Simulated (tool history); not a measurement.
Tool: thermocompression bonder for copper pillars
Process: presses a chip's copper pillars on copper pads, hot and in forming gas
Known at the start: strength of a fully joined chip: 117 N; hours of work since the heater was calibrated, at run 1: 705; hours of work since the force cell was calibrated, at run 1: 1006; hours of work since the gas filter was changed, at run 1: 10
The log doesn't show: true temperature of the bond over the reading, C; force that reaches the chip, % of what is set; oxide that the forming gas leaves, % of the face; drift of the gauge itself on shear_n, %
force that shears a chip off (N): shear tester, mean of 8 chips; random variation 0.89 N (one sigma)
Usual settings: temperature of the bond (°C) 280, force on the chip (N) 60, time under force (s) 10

run    hour  temperature of the bond (°C)  force on the chip (N)  time under force (s)  hours of work since the heater was calibrated  hours of work since the force cell was calibrated  hours of work since the gas filter was changed  force that shears a chip off (N)
  1     0.0                           280                     60                    10                                            705                                               1006                                              10                              67.3
  2    45.5                           301                     60                    10                                            733                                               1034                                              38                              81.3
  3    85.0                           301                     60                    10                                            757                                               1058                                              62                              79.6
  4   120.7                           301                     60                    10                                            779                                               1080                                              84                              81.7
  5   141.9                           301                     60                    10                                            791                                               1092                                              97                              78.6
  6   185.1                           301                     60                    10                                            818                                               1119                                             123                              79.2
  7   210.9                           304                     60                    10                                            834                                               1135                                             139                              80.5
  8   236.5                           304                     60                    10                                            849                                               1150                                             154                              81.3
      256.7  -- forming gas filter changed
  9   274.5                           261                     60                    10                                            872                                               1173                                              11                              50.8
 10   295.6                           261                     60                    10                                            885                                               1186                                              24                              49.4
 11   321.2                           280                     60                    10                                            901                                               1202                                              39                              65.3
 12   356.7                           280                     60                    10                                            922                                               1223                                              61                              64.6
 13   379.7                           280                     60                    10                                            936                                               1237                                              75                              62.1
 14   404.2                           299                     60                    10                                            951                                               1252                                              90                              77.6
 15   447.6                           299                     60                    10                                            978                                               1279                                             117                              76.4
 16   486.6                           280                     60                    10                                           1002                                               1303                                             140                              61.6
      529.5  -- forming gas filter changed
 17   529.5                           268                     60                    10                                           1027                                               1328                                               0                              55.4
 18   570.4                           280                     60                    10                                           1052                                               1353                                              25                              63.0
 19   589.5                           280                     60                    10                                           1064                                               1365                                              37                              64.3
 20   632.4                           280                     60                    10                                           1090                                               1391                                              63                              63.9
 21   653.8                           292                     37                    29                                           1103                                               1404                                              76                              76.5
      680.5  -- force cell calibrated
 22   680.5                           274                     49                    26                                           1119                                                  0                                              91                              72.7
 23   710.9                           274                     57                    26                                           1137                                                 19                                             110                              77.0
 24   735.8                           277                     66                     9                                           1152                                                 34                                             125                              62.6
 25   756.1                           280                     60                     9                                           1165                                                 46                                             137                              60.6
 26   794.7                           282                     60                     9                                           1188                                                 70                                             161                              61.9
      804.6  -- forming gas filter changed
 27   814.9                           302                     51                    19                                           1200                                                 82                                               6                              89.3
 28   858.9                           301                     40                    10                                           1227                                                109                                              33                              68.2
 29   889.6                           280                     78                     7                                           1246                                                127                                              52                              66.6
 30   923.6                           251                     60                     7                                           1267                                                148                                              73                              37.5
 31   951.9                           251                     60                     7                                           1284                                                165                                              90                              37.0
 32   993.2                           251                     60                     7                                           1309                                                191                                             115                              37.3
 33  1013.5                           251                     60                     7                                           1322                                                203                                             127                              34.5
 34  1040.8                           257                     66                    10                                           1338                                                220                                             144                              47.3
 35  1076.0                           257                     66                    10                                           1360                                                241                                             166                              47.4
     1079.2  -- forming gas filter changed
 36  1105.2                           257                     60                    23                                           1377                                                259                                              16                              64.0
 37  1149.7                           283                     71                     7                                           1404                                                286                                              43                              64.1
 38  1193.4                           273                     71                     7                                           1431                                                312                                              70                              55.7
 39  1229.4                           289                     60                    15                                           1453                                                334                                              92                              79.5

5 ways to go on from here, each from the tool as it stands after run 39. What would each give?
  A  1273.5                           250                     57                    17                                           1480                                                361                                             119                                 ?
  B  1273.5                           280                     51                     8                                           1480                                                361                                             119                                 ?
  C  1273.5                           276                     82                    21                                           1480                                                361                                             119                                 ?
  D  1273.5                           291                     47                    10                                           1480                                                361                                             119                                 ?
  E  1273.5                           276                     60                    15                                           1480                                                361                                             119                                 ?

run  force that shears a chip off (N)
  A                              48.5
  B                              51.7
  C                              84.3
  D                              61.1
  E                              68.7
Without the tool's hidden state the same runs would have given:
run  force that shears a chip off (N)
  A                              59.3
  B                              62.0
  C                              94.8
  D                              71.7
  E                              80.1

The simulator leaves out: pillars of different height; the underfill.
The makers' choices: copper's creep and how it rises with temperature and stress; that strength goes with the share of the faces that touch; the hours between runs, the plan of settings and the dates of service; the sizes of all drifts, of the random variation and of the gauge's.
